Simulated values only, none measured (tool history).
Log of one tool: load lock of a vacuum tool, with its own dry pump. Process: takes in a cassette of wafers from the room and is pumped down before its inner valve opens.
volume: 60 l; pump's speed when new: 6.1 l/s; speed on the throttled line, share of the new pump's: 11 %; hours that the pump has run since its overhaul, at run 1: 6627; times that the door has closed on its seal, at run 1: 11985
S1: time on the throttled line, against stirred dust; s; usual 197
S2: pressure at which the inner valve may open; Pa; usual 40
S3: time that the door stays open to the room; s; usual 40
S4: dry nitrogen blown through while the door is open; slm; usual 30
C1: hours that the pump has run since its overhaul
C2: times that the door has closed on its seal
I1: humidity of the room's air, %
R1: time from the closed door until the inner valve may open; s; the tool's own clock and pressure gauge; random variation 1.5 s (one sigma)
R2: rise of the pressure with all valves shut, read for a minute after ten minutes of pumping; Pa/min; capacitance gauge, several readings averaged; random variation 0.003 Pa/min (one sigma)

run,hour,S1,S2,S3,S4,C1,C2,I1,R1,R2
1,0,197,40,40,30,6627,11985,46.3,256.3,0.254
2,153.2,197,40,40,13,6781,12287,47.6,257.4,0.268
3,318.6,197,51,40,30,6946,12612,43.7,252.4,0.273
4,459.6,197,47,40,30,7087,12890,45.9,259.1,0.281
5,550.1,197,47,40,21,7178,13068,44.2,253.5,0.284
6,684.4,197,47,40,21,7312,13332,44.1,253.5,0.303
7,783.5,197,47,40,21,7411,13527,48.3,261,0.304
8,879.8,197,52,96,21,7507,13717,46,255.2,0.327
9,1000.3,197,68,69,21,7628,13954,45.4,254,0.317
10,1100.9,172,32,48,30,7728,14152,46.3,241.5,0.326
11,1252.8,184,32,49,4,7880,14451,44.5,250.5,0.355

3 ways to go on from here, each from the tool as it stands after run 11. What would each give?
A,1420.8,255,40,70,7,8048,14782,44.3,?,?
B,1420.8,184,32,150,15,8048,14782,47.8,?,?
C,1420.8,197,34,111,30,8048,14782,44.8,?,?

run,R1,R2
A,310,0.382
B,249.9,0.412
C,259.4,0.367
Without the tool's hidden state the same runs would have given:
run,R1,R2
A,305.3,0.063
B,244.4,0.092
C,254.1,0.049
